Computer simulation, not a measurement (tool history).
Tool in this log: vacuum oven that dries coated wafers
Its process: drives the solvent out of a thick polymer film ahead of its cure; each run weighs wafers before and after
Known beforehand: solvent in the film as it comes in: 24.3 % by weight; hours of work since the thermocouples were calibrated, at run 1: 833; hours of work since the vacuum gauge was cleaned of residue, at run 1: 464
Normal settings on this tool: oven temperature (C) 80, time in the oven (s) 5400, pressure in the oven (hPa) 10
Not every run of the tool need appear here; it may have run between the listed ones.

run    hour  oven temperature (C)  time in the oven (s)  pressure in the oven (hPa)  hours of work since the thermocouples were calibrated  hours of work since the vacuum gauge was cleaned of residue  solvent left in the film (%)
  1       0                    80                  5400                          10                                                    833                                                          464                          2.52
  2    76.4                    80                  5400                          10                                                    892                                                          523                           2.5
      197.7  -- oven's thermocouples calibrated
  3   197.7                    80                  5400                          10                                                      0                                                          614                          2.43
  4   257.6                    80                  5400                        30.9                                                     46                                                          660                           5.3
  5     376                    80                  5400                          10                                                    137                                                          751                          2.49
  6   472.2                    80                  5400                          10                                                    210                                                          825                           2.5
  7   527.2                    80                  5400                          10                                                    252                                                          867                          2.54
  8   646.3                    80                  5400                        21.2                                                    344                                                          958                          3.94
  9   750.1                    80                  5400                        21.2                                                    423                                                         1038                          4.06
 10   868.5                    80                  5400                        21.2                                                    514                                                         1128                          3.94
 11   985.8                    84                  4020                          10                                                    604                                                         1218                          2.61
     1028.4  -- vacuum gauge cleaned of residue and calibrated
 12  1066.9                    84                  4020                          10                                                    665                                                           29                          2.57
 13  1178.9                    82                  5400                          10                                                    751                                                          115                          2.07
 14  1293.4                    83                  8400                         7.2                                                    839                                                          203                          1.04
 15  1355.6                    83                  8400                         7.2                                                    886                                                          251                          1.04
 16  1448.4                    83                  8400                         7.2                                                    957                                                          322                          1.04
     1481.1  -- oven's thermocouples calibrated
 17  1509.2                    83                  9540                           5                                                     22                                                          367                          0.67
 18  1563.1                    83                  2820                         5.4                                                     63                                                          408                          4.11
 19  1650.5                    83                  7560                        11.9                                                    130                                                          475                          1.65
 20  1700.5                    85                  7560                        17.7                                                    168                                                          514                          2.16

Below are 3 alternative next runs, each starting from the tool's condition after run 20. Predict each:
  A  1804.2                    95                  7860                          10                                                    248                                                          593                             ?
  B  1804.2                    70                  7560                        17.7                                                    248                                                          593                             ?
  C  1804.2                    85                  7560                        30.8                                                    248                                                          593                             ?

run  solvent left in the film (%)
  A                          0.83
  B                          5.44
  C                          3.59
With no hidden state in the tool, these same runs would have given:
run  solvent left in the film (%)
  A                          0.82
  B                          5.42
  C                          3.58

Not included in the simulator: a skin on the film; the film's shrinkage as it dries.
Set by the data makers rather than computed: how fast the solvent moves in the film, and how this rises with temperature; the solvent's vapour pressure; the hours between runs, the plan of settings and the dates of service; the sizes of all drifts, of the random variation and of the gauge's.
